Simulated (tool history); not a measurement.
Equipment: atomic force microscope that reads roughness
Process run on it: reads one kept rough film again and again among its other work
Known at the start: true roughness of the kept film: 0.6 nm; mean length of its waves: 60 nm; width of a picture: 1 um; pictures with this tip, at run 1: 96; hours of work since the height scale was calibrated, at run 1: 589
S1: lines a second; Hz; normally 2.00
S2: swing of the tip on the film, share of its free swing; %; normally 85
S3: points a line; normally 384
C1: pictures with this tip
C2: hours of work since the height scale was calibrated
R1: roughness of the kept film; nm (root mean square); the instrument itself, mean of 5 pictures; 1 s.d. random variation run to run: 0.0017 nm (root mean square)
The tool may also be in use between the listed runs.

{"run": 1, "day": 0.0, "S1": 2.0, "S2": 85, "S3": 384, "C1": 96, "C2": 589, "R1": 0.504}
{"run": 2, "day": 1.467, "S1": 2.0, "S2": 85, "S3": 384, "C1": 126, "C2": 604, "R1": 0.499}
{"run": 3, "day": 3.346, "S1": 2.0, "S2": 85, "S3": 384, "C1": 165, "C2": 623, "R1": 0.495}
{"day": 4.108, "done": "new tip fitted"}
{"run": 4, "day": 5.808, "S1": 2.0, "S2": 85, "S3": 384, "C1": 35, "C2": 647, "R1": 0.507}
{"run": 5, "day": 7.517, "S1": 2.45, "S2": 85, "S3": 384, "C1": 70, "C2": 664, "R1": 0.49}
{"run": 6, "day": 9.438, "S1": 2.45, "S2": 85, "S3": 384, "C1": 110, "C2": 684, "R1": 0.489}
{"run": 7, "day": 10.85, "S1": 3.6, "S2": 85, "S3": 384, "C1": 139, "C2": 698, "R1": 0.453}
{"day": 12.95, "done": "new tip fitted"}
{"run": 8, "day": 13.196, "S1": 0.63, "S2": 85, "S3": 384, "C1": 5, "C2": 721, "R1": 0.565}
{"run": 9, "day": 15.325, "S1": 2.0, "S2": 83, "S3": 384, "C1": 48, "C2": 742, "R1": 0.513}
{"run": 10, "day": 16.725, "S1": 2.0, "S2": 83, "S3": 384, "C1": 77, "C2": 756, "R1": 0.508}
{"run": 11, "day": 18.771, "S1": 2.0, "S2": 83, "S3": 384, "C1": 119, "C2": 777, "R1": 0.508}
{"run": 12, "day": 19.908, "S1": 2.0, "S2": 83, "S3": 384, "C1": 143, "C2": 788, "R1": 0.503}
{"day": 21.675, "done": "new tip fitted"}
{"run": 13, "day": 22.292, "S1": 2.0, "S2": 83, "S3": 384, "C1": 12, "C2": 812, "R1": 0.517}
{"run": 14, "day": 24.638, "S1": 2.0, "S2": 83, "S3": 384, "C1": 61, "C2": 836, "R1": 0.51}
{"run": 15, "day": 27.029, "S1": 2.0, "S2": 83, "S3": 384, "C1": 110, "C2": 860, "R1": 0.508}
{"run": 16, "day": 29.417, "S1": 2.0, "S2": 83, "S3": 384, "C1": 159, "C2": 884, "R1": 0.503}
{"day": 30.45, "done": "new tip fitted"}
{"run": 17, "day": 31.012, "S1": 2.0, "S2": 83, "S3": 384, "C1": 11, "C2": 900, "R1": 0.519}
{"run": 18, "day": 33.438, "S1": 2.0, "S2": 85, "S3": 384, "C1": 61, "C2": 924, "R1": 0.506}
{"run": 19, "day": 35.375, "S1": 2.0, "S2": 85, "S3": 384, "C1": 101, "C2": 943, "R1": 0.501}
{"run": 20, "day": 37.775, "S1": 2.0, "S2": 85, "S3": 384, "C1": 150, "C2": 967, "R1": 0.497}
{"day": 39.275, "done": "new tip fitted"}
{"run": 21, "day": 40.212, "S1": 2.0, "S2": 85, "S3": 384, "C1": 19, "C2": 992, "R1": 0.508}
{"run": 22, "day": 41.3, "S1": 2.0, "S2": 85, "S3": 384, "C1": 41, "C2": 1003, "R1": 0.508}
{"run": 23, "day": 43.171, "S1": 2.0, "S2": 85, "S3": 384, "C1": 80, "C2": 1021, "R1": 0.502}
{"run": 24, "day": 44.704, "S1": 2.0, "S2": 85, "S3": 384, "C1": 111, "C2": 1037, "R1": 0.505}
{"run": 25, "day": 46.325, "S1": 2.0, "S2": 66, "S3": 384, "C1": 145, "C2": 1053, "R1": 0.545}
{"day": 48.004, "done": "new tip fitted"}
{"run": 26, "day": 48.471, "S1": 2.0, "S2": 85, "S3": 676, "C1": 9, "C2": 1074, "R1": 0.508}
{"run": 27, "day": 50.329, "S1": 0.78, "S2": 85, "S3": 852, "C1": 48, "C2": 1093, "R1": 0.553}
{"day": 50.508, "done": "height scale calibrated on a step standard"}
{"run": 28, "day": 51.588, "S1": 0.88, "S2": 83, "S3": 925, "C1": 73, "C2": 11, "R1": 0.547}
{"run": 29, "day": 52.617, "S1": 0.88, "S2": 83, "S3": 925, "C1": 94, "C2": 21, "R1": 0.548}
{"run": 30, "day": 55.092, "S1": 1.78, "S2": 72, "S3": 384, "C1": 145, "C2": 46, "R1": 0.539}
{"day": 56.104, "done": "height scale calibrated on a step standard, once more"}
{"run": 31, "day": 56.554, "S1": 1.78, "S2": 82, "S3": 327, "C1": 174, "C2": 5, "R1": 0.513}
{"day": 56.908, "done": "new tip fitted"}
{"run": 32, "day": 58.792, "S1": 1.69, "S2": 69, "S3": 883, "C1": 39, "C2": 27, "R1": 0.558}
{"run": 33, "day": 61.167, "S1": 2.0, "S2": 89, "S3": 325, "C1": 87, "C2": 51, "R1": 0.49}
{"run": 34, "day": 62.683, "S1": 0.79, "S2": 82, "S3": 514, "C1": 119, "C2": 66, "R1": 0.555}
{"run": 35, "day": 64.312, "S1": 0.79, "S2": 82, "S3": 514, "C1": 152, "C2": 82, "R1": 0.552}
{"day": 65.767, "done": "new tip fitted"}
{"run": 36, "day": 66.254, "S1": 0.79, "S2": 82, "S3": 514, "C1": 10, "C2": 101, "R1": 0.565}
{"run": 37, "day": 67.75, "S1": 0.79, "S2": 82, "S3": 514, "C1": 40, "C2": 116, "R1": 0.559}
{"run": 38, "day": 69.071, "S1": 1.43, "S2": 85, "S3": 304, "C1": 68, "C2": 130, "R1": 0.532}
{"run": 39, "day": 71.154, "S1": 0.58, "S2": 85, "S3": 384, "C1": 110, "C2": 151, "R1": 0.56}
{"run": 40, "day": 72.246, "S1": 0.58, "S2": 85, "S3": 384, "C1": 133, "C2": 162, "R1": 0.558}
{"run": 41, "day": 74.392, "S1": 0.58, "S2": 85, "S3": 384, "C1": 177, "C2": 183, "R1": 0.554}
{"day": 74.575, "done": "new tip fitted"}
{"run": 42, "day": 76.4, "S1": 3.42, "S2": 65, "S3": 438, "C1": 38, "C2": 203, "R1": 0.538}
{"run": 43, "day": 78.588, "S1": 0.85, "S2": 84, "S3": 391, "C1": 83, "C2": 225, "R1": 0.552}
{"run": 44, "day": 80.729, "S1": 0.85, "S2": 84, "S3": 391, "C1": 127, "C2": 247, "R1": 0.547}
{"run": 45, "day": 82.712, "S1": 1.62, "S2": 84, "S3": 748, "C1": 168, "C2": 267, "R1": 0.52}
{"day": 83.458, "done": "new tip fitted"}
{"run": 46, "day": 83.771, "S1": 2.18, "S2": 84, "S3": 261, "C1": 6, "C2": 277, "R1": 0.507}
{"run": 47, "day": 85.029, "S1": 0.68, "S2": 59, "S3": 546, "C1": 32, "C2": 290, "R1": 0.582}
{"run": 48, "day": 86.417, "S1": 1.3, "S2": 76, "S3": 308, "C1": 61, "C2": 303, "R1": 0.551}
{"run": 49, "day": 88.067, "S1": 1.3, "S2": 76, "S3": 308, "C1": 94, "C2": 320, "R1": 0.547}
{"run": 50, "day": 89.075, "S1": 2.0, "S2": 87, "S3": 701, "C1": 115, "C2": 330, "R1": 0.497}
{"run": 51, "day": 91.567, "S1": 2.0, "S2": 85, "S3": 486, "C1": 166, "C2": 355, "R1": 0.496}
{"day": 92.229, "done": "new tip fitted"}
{"run": 52, "day": 93.517, "S1": 2.0, "S2": 85, "S3": 486, "C1": 26, "C2": 375, "R1": 0.511}

Hidden state at the last listed run before each entry between runs and at the first one after, where it differs:
Between runs 3 and 4: new tip fitted (day 4.108)
  radius of the tip, nm: 52.2 -> 17.9; height scale over the true one, %: -0.25 -> -0.27
  the result without the hidden state subtracted from the measured one, R1: -0.015 -> -0.004 nm (root mean square)
Between runs 7 and 8: new tip fitted (day 12.950)
  radius of the tip, nm: 41.1 -> 11.8; height scale over the true one, %: -0.31 -> -0.33
  the result without the hidden state subtracted from the measured one, R1: -0.011 -> -0.002 nm (root mean square)
Between runs 12 and 13: new tip fitted (day 21.675)
  radius of the tip, nm: 43.3 -> 12.9; height scale over the true one, %: -0.38 -> -0.39
  the result without the hidden state subtracted from the measured one, R1: -0.013 -> -0.003 nm (root mean square)
Between runs 16 and 17: new tip fitted (day 30.450)
  radius of the tip, nm: 45.2 -> 12.8; height scale over the true one, %: -0.45 -> -0.46
  the result without the hidden state subtracted from the measured one, R1: -0.014 -> -0.003 nm (root mean square)
Between runs 20 and 21: new tip fitted (day 39.275)
  radius of the tip, nm: 43.3 -> 14.2; height scale over the true one, %: -0.51 -> -0.53
  the result without the hidden state subtracted from the measured one, R1: -0.014 -> -0.004 nm (root mean square)
Between runs 25 and 26: new tip fitted (day 48.004)
  radius of the tip, nm: 42.9 -> 12.6; height scale over the true one, %: -0.58 -> -0.59
  the result without the hidden state subtracted from the measured one, R1: -0.015 -> -0.003 nm (root mean square)
Between runs 27 and 28: height scale calibrated on a step standard (day 50.508)
  radius of the tip, nm: 21.2 -> 26.5; height scale over the true one, %: -0.61 -> -0.81
  the result without the hidden state subtracted from the measured one, R1: -0.008 -> -0.011 nm (root mean square)
Between runs 30 and 31: height scale calibrated on a step standard, once more (day 56.104)
  radius of the tip, nm: 42.6 -> 49.1; height scale over the true one, %: -0.84 -> 0.05
  the result without the hidden state subtracted from the measured one, R1: -0.016 -> -0.013 nm (root mean square)
Between runs 31 and 32: new tip fitted (day 56.908)
  radius of the tip, nm: 49.1 -> 18.9; height scale over the true one, %: 0.05 -> 0.03
  the result without the hidden state subtracted from the measured one, R1: -0.013 -> -0.004 nm (root mean square)
Between runs 35 and 36: new tip fitted (day 65.767)
  radius of the tip, nm: 44 -> 12.7; height scale over the true one, %: -0.01 -> -0.03
  the result without the hidden state subtracted from the measured one, R1: -0.012 -> -0.001 nm (root mean square)
Between runs 41 and 42: new tip fitted (day 74.575)
  radius of the tip, nm: 50.2 -> 18.4; height scale over the true one, %: -0.09 -> -0.11
  the result without the hidden state subtracted from the measured one, R1: -0.015 -> -0.004 nm (root mean square)
Between runs 45 and 46: new tip fitted (day 83.458)
  radius of the tip, nm: 46 -> 11.5; height scale over the true one, %: -0.15 -> -0.16
  the result without the hidden state subtracted from the measured one, R1: -0.013 -> -0.001 nm (root mean square)
Between runs 51 and 52: new tip fitted (day 92.229)
  radius of the tip, nm: 49.4 -> 16.3; height scale over the true one, %: -0.22 -> -0.24
  the result without the hidden state subtracted from the measured one, R1: -0.014 -> -0.004 nm (root mean square)
